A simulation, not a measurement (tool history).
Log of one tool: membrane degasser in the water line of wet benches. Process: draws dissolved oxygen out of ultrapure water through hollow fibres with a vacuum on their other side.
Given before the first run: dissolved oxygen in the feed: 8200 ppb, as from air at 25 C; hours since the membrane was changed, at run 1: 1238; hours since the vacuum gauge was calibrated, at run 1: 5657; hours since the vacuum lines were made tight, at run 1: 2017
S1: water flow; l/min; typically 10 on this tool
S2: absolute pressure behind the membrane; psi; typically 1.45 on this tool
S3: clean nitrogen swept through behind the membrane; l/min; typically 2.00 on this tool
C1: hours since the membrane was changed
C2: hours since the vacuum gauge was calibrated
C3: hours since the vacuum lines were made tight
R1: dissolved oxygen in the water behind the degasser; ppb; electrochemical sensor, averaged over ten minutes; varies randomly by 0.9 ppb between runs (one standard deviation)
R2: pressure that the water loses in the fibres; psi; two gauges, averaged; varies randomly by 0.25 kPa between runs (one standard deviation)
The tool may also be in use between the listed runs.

Run 1, hour 0.0: usual settings; C1 1238; C2 5657; C3 2017. Result: R1 86.4 ppb, R2 9.819 psi.
Run 2, hour 45.7: usual settings but S2 1.26 psi; C1 1283; C2 5703; C3 2063. Result: R1 71.8 ppb, R2 9.816 psi.
Run 3, hour 102.1: usual settings but S2 1.48 psi; C1 1340; C2 5759; C3 2119. Result: R1 89.9 ppb, R2 9.771 psi.
Run 4, hour 142.1: usual settings but S2 1.48 psi; C1 1380; C2 5799; C3 2159. Result: R1 87.7 ppb, R2 9.864 psi.
Run 5, hour 172.0: usual settings but S2 1.48 psi; C1 1410; C2 5829; C3 2189. Result: R1 89.3 ppb, R2 9.845 psi.
Run 6, hour 228.8: usual settings but S3 3.82 l/min; C1 1466; C2 5886; C3 2246. Result: R1 47.3 ppb, R2 9.844 psi.
Run 7, hour 277.8: usual settings but S2 1.52 psi, S3 3.82 l/min; C1 1516; C2 5935; C3 2295. Result: R1 50.9 ppb, R2 9.815 psi.
Run 8, hour 334.9: usual settings but S3 1.48 l/min; C1 1573; C2 5992; C3 2352. Result: R1 114.1 ppb, R2 9.800 psi.
Run 9, hour 389.4: usual settings but S3 1.48 l/min; C1 1627; C2 6046; C3 2407. Result: R1 115.1 ppb, R2 9.865 psi.
Run 10, hour 413.1: usual settings but S3 1.48 l/min; C1 1651; C2 6070; C3 2430. Result: R1 113.3 ppb, R2 9.870 psi.
Run 11, hour 458.0: usual settings but S3 1.48 l/min; C1 1696; C2 6115; C3 2475. Result: R1 114.1 ppb, R2 9.867 psi.
Run 12, hour 504.3: usual settings; C1 1742; C2 6161; C3 2522. Result: R1 86.3 ppb, R2 9.822 psi.
Run 13, hour 548.7: usual settings; C1 1786; C2 6206; C3 2566. Result: R1 87.2 ppb, R2 9.928 psi.
Run 14, hour 596.2: usual settings; C1 1834; C2 6253; C3 2614. Result: R1 86.7 ppb, R2 9.860 psi.
Run 15, hour 621.7: usual settings but S3 2.44 l/min; C1 1859; C2 6279; C3 2639. Result: R1 72.9 ppb, R2 9.805 psi.
Run 16, hour 649.4: usual settings but S3 2.44 l/min; C1 1887; C2 6306; C3 2667. Result: R1 72.5 ppb, R2 9.863 psi.
Run 17, hour 689.9: usual settings but S3 2.44 l/min; C1 1928; C2 6347; C3 2707. Result: R1 72.9 ppb, R2 9.942 psi.
Run 18, hour 718.1: usual settings but S3 2.54 l/min; C1 1956; C2 6375; C3 2735. Result: R1 69.1 ppb, R2 9.857 psi.
Run 19, hour 766.2: usual settings but S3 2.54 l/min; C1 2004; C2 6423; C3 2783. Result: R1 69.9 ppb, R2 9.897 psi.
At hour 778.0: vacuum gauge calibrated.
Run 20, hour 803.3: usual settings but S3 2.54 l/min; C1 2041; C2 25; C3 2820. Result: R1 68.9 ppb, R2 9.883 psi.
Run 21, hour 859.3: usual settings but S1 8 l/min, S2 1.39 psi, S3 2.54 l/min; C1 2097; C2 81; C3 2876. Result: R1 52.5 ppb, R2 7.878 psi.
Run 22, hour 891.9: usual settings but S1 8 l/min, S2 1.39 psi, S3 2.54 l/min; C1 2129; C2 114; C3 2909. Result: R1 51.1 ppb, R2 7.873 psi.
Run 23, hour 924.4: usual settings but S1 8 l/min, S2 3.50 psi, S3 2.54 l/min; C1 2162; C2 146; C3 2941. Result: R1 169.0 ppb, R2 7.881 psi.
Run 24, hour 951.5: usual settings but S1 8 l/min, S2 3.50 psi, S3 2.54 l/min; C1 2189; C2 173; C3 2968. Result: R1 166.7 ppb, R2 7.922 psi.
Run 25, hour 989.1: usual settings but S1 8 l/min, S2 3.50 psi, S3 2.54 l/min; C1 2226; C2 211; C3 3006. Result: R1 164.7 ppb, R2 7.961 psi.
Run 26, hour 1036.1: usual settings but S1 13 l/min, S2 1.83 psi, S3 1.10 l/min; C1 2273; C2 258; C3 3053. Result: R1 260.8 ppb, R2 12.934 psi.
Run 27, hour 1087.0: usual settings but S1 15 l/min, S2 3.12 psi, S3 3.69 l/min; C1 2324; C2 309; C3 3104. Result: R1 193.3 ppb, R2 14.826 psi.

What will run 28 give?
Run 28, hour 1135.1: usual settings but S1 15 l/min, S2 3.12 psi, S3 3.69 l/min; C1 2372; C2 357; C3 3152. Result: R1 ?, R2 ?.

R1: 192.1 ppb
R2: 14.823 psi
Take away the tool's hidden state, keep the run-to-run variation as it was, and the same run would have given R1 188.6 ppb, R2 14.682 psi.
